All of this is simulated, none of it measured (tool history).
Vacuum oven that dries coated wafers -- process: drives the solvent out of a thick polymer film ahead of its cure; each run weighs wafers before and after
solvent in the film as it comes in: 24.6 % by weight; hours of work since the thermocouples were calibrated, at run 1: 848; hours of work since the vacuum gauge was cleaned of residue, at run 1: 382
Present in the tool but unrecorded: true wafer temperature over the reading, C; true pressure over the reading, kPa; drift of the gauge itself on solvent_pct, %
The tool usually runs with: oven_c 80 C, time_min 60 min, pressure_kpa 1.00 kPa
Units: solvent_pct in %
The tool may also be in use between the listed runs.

run,hour,oven_c,time_min,pressure_kpa,hours of work since the thermocouples were calibrated,hours of work since the vacuum gauge was cleaned of residue,solvent_pct
1,0.0,80,60,1.00,848,382,3.04
2,32.1,80,60,1.00,863,397,3.09
3,57.8,87,60,1.00,875,409,1.30
4,88.7,80,60,1.00,889,423,3.10
5,123.5,80,60,1.00,904,438,3.07
6,171.6,80,60,3.78,926,460,4.24
7,218.3,80,60,3.78,947,481,4.15
8,254.6,80,60,3.78,964,498,4.29
9,291.0,80,60,3.78,980,514,4.19
10,335.3,80,60,0.79,1000,535,3.07
11,356.9,80,60,0.79,1010,544,2.92
# hour 380.8: oven's thermocouples calibrated
12,393.3,80,60,0.79,6,560,3.05
13,425.4,80,58,0.79,20,574,3.29
14,460.6,80,58,0.79,36,590,3.28
15,492.1,80,60,1.00,51,605,3.18
16,523.3,80,60,0.89,65,619,3.10
17,569.8,80,60,3.82,86,640,4.23
18,599.7,80,60,3.82,99,654,4.21
19,621.8,80,60,3.82,109,664,4.19
20,659.1,80,60,2.05,126,681,3.60
21,690.0,80,60,0.63,140,695,3.00
22,720.5,80,60,0.63,154,708,3.07
23,750.9,80,60,0.63,168,722,3.01
24,779.0,78,33,1.41,181,735,8.05
25,806.6,78,33,1.41,193,747,7.79
26,850.4,81,36,1.45,213,767,6.20
27,896.4,93,36,0.51,234,788,1.79
28,927.0,77,60,2.07,248,802,4.70
29,954.2,71,60,1.00,260,814,6.73
30,979.9,83,60,1.46,272,826,2.38
31,1027.6,80,32,1.33,293,848,7.44
32,1050.9,95,44,0.63,304,858,0.84
33,1091.3,95,88,3.11,322,877,0.78
34,1120.3,95,88,3.11,335,890,0.80
35,1156.7,79,87,3.11,352,906,2.64
36,1196.9,79,87,3.11,370,924,2.70
37,1224.3,81,90,3.70,383,937,2.37
38,1254.5,80,46,0.79,396,951,4.54
39,1281.5,84,70,1.83,409,963,1.80
40,1301.4,80,60,2.87,418,972,3.80
41,1331.1,80,60,2.28,431,985,3.55
42,1370.2,80,60,2.28,449,1003,3.71
43,1407.4,80,60,2.28,466,1020,3.58
44,1428.0,80,60,3.29,475,1029,4.07
45,1463.1,80,60,3.29,491,1045,3.94

A few steps of solvent_pct between consecutive runs. Split each: what settings, incoming material and random variation would produce without the hidden state, and what is left over for the hidden state, along with gauge scatter present in only one of the two compared results (measured, and without hidden state):
Run 2 -> 3: oven_c 80 -> 87. solvent_pct -1.79 %: hidden state +0.02, all else -1.81.
Run 3 -> 4: oven_c 87 -> 80. solvent_pct +1.80 %: hidden state -0.02, all else +1.82.
Run 11 -> 12: oven's thermocouples calibrated. solvent_pct +0.13 %: hidden state +0.09, all else +0.04.
Run 23 -> 24: oven_c 80 -> 78, time_min 60 -> 33, pressure_kpa 0.63 -> 1.41. solvent_pct +5.04 %: hidden state -0.01, all else +5.05.
Run 30 -> 31: oven_c 83 -> 80, time_min 60 -> 32, pressure_kpa 1.46 -> 1.33. solvent_pct +5.06 %: hidden state -0.01, all else +5.07.
Run 31 -> 32: oven_c 80 -> 95, time_min 32 -> 44, pressure_kpa 1.33 -> 0.63. solvent_pct -6.60 %: hidden state +0.00, all else -6.60.
